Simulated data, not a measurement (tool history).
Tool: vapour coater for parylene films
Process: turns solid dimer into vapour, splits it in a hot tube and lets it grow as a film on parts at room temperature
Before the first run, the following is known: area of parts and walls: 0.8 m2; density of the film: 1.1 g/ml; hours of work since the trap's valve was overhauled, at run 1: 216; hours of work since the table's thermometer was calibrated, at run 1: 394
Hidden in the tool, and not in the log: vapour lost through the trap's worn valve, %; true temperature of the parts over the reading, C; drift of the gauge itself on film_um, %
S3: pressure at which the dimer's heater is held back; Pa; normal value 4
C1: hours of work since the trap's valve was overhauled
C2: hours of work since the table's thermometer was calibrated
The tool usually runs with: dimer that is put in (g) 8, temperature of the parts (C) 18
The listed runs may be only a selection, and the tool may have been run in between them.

{"run": 1, "hour": 0.0, "dimer that is put in (g)": 8, "temperature of the parts (C)": 18, "S3": 4, "C1": 216, "C2": 394, "thickness of the film (nm)": 6020}
{"run": 2, "hour": 21.3, "dimer that is put in (g)": 8, "temperature of the parts (C)": 18, "S3": 4, "C1": 235, "C2": 413, "thickness of the film (nm)": 5910}
{"run": 3, "hour": 61.5, "dimer that is put in (g)": 8, "temperature of the parts (C)": 18, "S3": 4, "C1": 270, "C2": 449, "thickness of the film (nm)": 5900}
{"run": 4, "hour": 97.3, "dimer that is put in (g)": 8, "temperature of the parts (C)": 18, "S3": 4, "C1": 302, "C2": 481, "thickness of the film (nm)": 5830}
{"hour": 118.4, "done": "trap's valve overhauled"}
{"run": 5, "hour": 122.3, "dimer that is put in (g)": 8, "temperature of the parts (C)": 18, "S3": 4, "C1": 3, "C2": 499, "thickness of the film (nm)": 6540}
{"run": 6, "hour": 146.6, "dimer that is put in (g)": 8, "temperature of the parts (C)": 18, "S3": 4, "C1": 25, "C2": 521, "thickness of the film (nm)": 6480}
{"run": 7, "hour": 182.8, "dimer that is put in (g)": 8, "temperature of the parts (C)": 18, "S3": 4.41, "C1": 57, "C2": 553, "thickness of the film (nm)": 6250}
{"run": 8, "hour": 213.5, "dimer that is put in (g)": 8, "temperature of the parts (C)": 18, "S3": 4.41, "C1": 84, "C2": 580, "thickness of the film (nm)": 6220}
{"run": 9, "hour": 251.1, "dimer that is put in (g)": 8, "temperature of the parts (C)": 18, "S3": 4.41, "C1": 118, "C2": 614, "thickness of the film (nm)": 6150}
{"run": 10, "hour": 274.4, "dimer that is put in (g)": 3, "temperature of the parts (C)": 18, "S3": 4, "C1": 138, "C2": 634, "thickness of the film (nm)": 2350}
{"run": 11, "hour": 304.4, "dimer that is put in (g)": 3, "temperature of the parts (C)": 18, "S3": 4, "C1": 165, "C2": 661, "thickness of the film (nm)": 2290}
{"run": 12, "hour": 338.0, "dimer that is put in (g)": 8, "temperature of the parts (C)": 18, "S3": 4, "C1": 195, "C2": 691, "thickness of the film (nm)": 5990}
{"run": 13, "hour": 366.3, "dimer that is put in (g)": 8, "temperature of the parts (C)": 18, "S3": 4, "C1": 220, "C2": 716, "thickness of the film (nm)": 6050}
{"run": 14, "hour": 396.6, "dimer that is put in (g)": 8, "temperature of the parts (C)": 18, "S3": 4, "C1": 247, "C2": 743, "thickness of the film (nm)": 5920}
{"run": 15, "hour": 421.3, "dimer that is put in (g)": 8, "temperature of the parts (C)": 18, "S3": 4, "C1": 269, "C2": 765, "thickness of the film (nm)": 5850}
{"run": 16, "hour": 444.0, "dimer that is put in (g)": 8, "temperature of the parts (C)": 18, "S3": 4, "C1": 289, "C2": 785, "thickness of the film (nm)": 5880}
{"run": 17, "hour": 461.3, "dimer that is put in (g)": 8, "temperature of the parts (C)": 18, "S3": 7.85, "C1": 304, "C2": 800, "thickness of the film (nm)": 5340}
{"hour": 477.9, "done": "trap's valve overhauled"}
{"run": 18, "hour": 500.7, "dimer that is put in (g)": 6, "temperature of the parts (C)": 28, "S3": 7.85, "C1": 20, "C2": 832, "thickness of the film (nm)": 3770}
{"run": 19, "hour": 539.4, "dimer that is put in (g)": 10, "temperature of the parts (C)": 24, "S3": 7.85, "C1": 55, "C2": 866, "thickness of the film (nm)": 6590}
{"run": 20, "hour": 557.3, "dimer that is put in (g)": 10, "temperature of the parts (C)": 24, "S3": 7.85, "C1": 71, "C2": 882, "thickness of the film (nm)": 6620}
{"run": 21, "hour": 590.3, "dimer that is put in (g)": 10, "temperature of the parts (C)": 24, "S3": 7.85, "C1": 100, "C2": 911, "thickness of the film (nm)": 6490}
{"run": 22, "hour": 626.7, "dimer that is put in (g)": 10, "temperature of the parts (C)": 24, "S3": 7.85, "C1": 132, "C2": 944, "thickness of the film (nm)": 6460}
{"run": 23, "hour": 661.2, "dimer that is put in (g)": 5, "temperature of the parts (C)": 17, "S3": 7.85, "C1": 163, "C2": 974, "thickness of the film (nm)": 3570}
{"run": 24, "hour": 691.3, "dimer that is put in (g)": 5, "temperature of the parts (C)": 17, "S3": 7.85, "C1": 190, "C2": 1001, "thickness of the film (nm)": 3560}
{"run": 25, "hour": 726.6, "dimer that is put in (g)": 5, "temperature of the parts (C)": 25, "S3": 8.56, "C1": 221, "C2": 1032, "thickness of the film (nm)": 3030}
{"run": 26, "hour": 748.5, "dimer that is put in (g)": 5, "temperature of the parts (C)": 25, "S3": 8.56, "C1": 240, "C2": 1052, "thickness of the film (nm)": 3000}
{"run": 27, "hour": 766.5, "dimer that is put in (g)": 5, "temperature of the parts (C)": 25, "S3": 8.56, "C1": 256, "C2": 1068, "thickness of the film (nm)": 3020}
{"run": 28, "hour": 803.7, "dimer that is put in (g)": 3, "temperature of the parts (C)": 22, "S3": 4, "C1": 289, "C2": 1101, "thickness of the film (nm)": 2050}
{"hour": 836.8, "done": "trap's valve overhauled"}
{"run": 29, "hour": 836.8, "dimer that is put in (g)": 3, "temperature of the parts (C)": 22, "S3": 4, "C1": 0, "C2": 1127, "thickness of the film (nm)": 2280}

Table of differences, measured result less the result of that run with no hidden state. Run-to-run variation is the same in both. Gauge scatter possibly is not:
run=1 thickness_of_the_film_(nm)=-460
run=2 thickness_of_the_film_(nm)=-500
run=3 thickness_of_the_film_(nm)=-570
run=4 thickness_of_the_film_(nm)=-650
run=5 thickness_of_the_film_(nm)=-60
run=6 thickness_of_the_film_(nm)=-100
run=7 thickness_of_the_film_(nm)=-180
run=8 thickness_of_the_film_(nm)=-230
run=9 thickness_of_the_film_(nm)=-300
run=10 thickness_of_the_film_(nm)=-120
run=11 thickness_of_the_film_(nm)=-150
run=12 thickness_of_the_film_(nm)=-460
run=13 thickness_of_the_film_(nm)=-510
run=14 thickness_of_the_film_(nm)=-560
run=15 thickness_of_the_film_(nm)=-610
run=16 thickness_of_the_film_(nm)=-650
run=17 thickness_of_the_film_(nm)=-630
run=18 thickness_of_the_film_(nm)=-60
run=19 thickness_of_the_film_(nm)=-190
run=20 thickness_of_the_film_(nm)=-220
run=21 thickness_of_the_film_(nm)=-280
run=22 thickness_of_the_film_(nm)=-360
run=23 thickness_of_the_film_(nm)=-240
run=24 thickness_of_the_film_(nm)=-270
run=25 thickness_of_the_film_(nm)=-270
run=26 thickness_of_the_film_(nm)=-300
run=27 thickness_of_the_film_(nm)=-320
run=28 thickness_of_the_film_(nm)=-230
run=29 thickness_of_the_film_(nm)=-30
